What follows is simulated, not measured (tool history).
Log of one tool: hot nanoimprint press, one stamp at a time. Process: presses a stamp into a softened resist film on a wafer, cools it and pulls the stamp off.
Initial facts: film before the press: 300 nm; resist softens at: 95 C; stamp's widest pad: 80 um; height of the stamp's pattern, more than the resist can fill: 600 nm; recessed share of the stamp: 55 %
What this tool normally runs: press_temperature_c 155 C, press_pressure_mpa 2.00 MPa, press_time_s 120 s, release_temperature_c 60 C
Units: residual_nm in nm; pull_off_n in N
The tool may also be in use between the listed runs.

run,day,press_temperature_c,press_pressure_mpa,press_time_s,release_temperature_c,residual_nm,pull_off_n
1,0.000,155,2.00,120,60,134.5,196
2,0.546,164,2.00,120,60,74.8,195
3,1.554,164,2.00,120,63,74.3,196
4,2.500,155,2.00,120,47,135.2,233
5,3.221,155,2.00,120,47,134.7,228
6,3.888,155,2.00,120,47,136.3,230
7,4.917,155,2.00,120,47,136.7,238
# day 5.133: plate thermocouple calibrated
# day 5.758: stamp cleaned and given a new release coat
8,6.088,155,2.00,120,60,138.0,166
9,6.912,155,2.00,120,60,136.7,170
10,7.954,155,2.00,120,60,139.5,172
11,8.871,155,2.00,120,60,139.6,169
12,9.500,155,2.00,199,60,115.4,181
13,10.550,151,1.20,76,57,232.9,184
# day 10.762: plate thermocouple calibrated, once more
14,11.704,149,2.04,65,53,220.9,191
15,12.412,154,2.75,86,60,141.5,182
16,12.979,155,2.00,141,49,124.9,205
17,13.975,159,1.34,125,51,121.3,197
18,14.762,159,1.34,125,51,122.2,205
19,15.812,147,1.34,195,51,209.0,204
20,16.467,157,1.74,120,47,125.5,218
21,17.229,157,1.74,120,47,125.7,212
22,17.700,157,1.74,164,64,110.3,189
23,18.392,148,1.74,196,52,183.1,214
24,19.400,148,1.74,196,52,183.2,213

Predict each of these 3 candidate next runs independently; none follows another, all start after run 24:
A,20.067,148,2.02,196,59,?,?
B,20.067,156,1.74,196,52,?,?
C,20.067,155,2.00,140,66,?,?

run,residual_nm,pull_off_n
A,176.1,202
B,110.6,216
C,128.2,191
With the hidden condition removed and each run's random variation left untouched, the same runs would have given:
run,residual_nm,pull_off_n
A,169.5,165
B,106.0,177
C,122.9,157

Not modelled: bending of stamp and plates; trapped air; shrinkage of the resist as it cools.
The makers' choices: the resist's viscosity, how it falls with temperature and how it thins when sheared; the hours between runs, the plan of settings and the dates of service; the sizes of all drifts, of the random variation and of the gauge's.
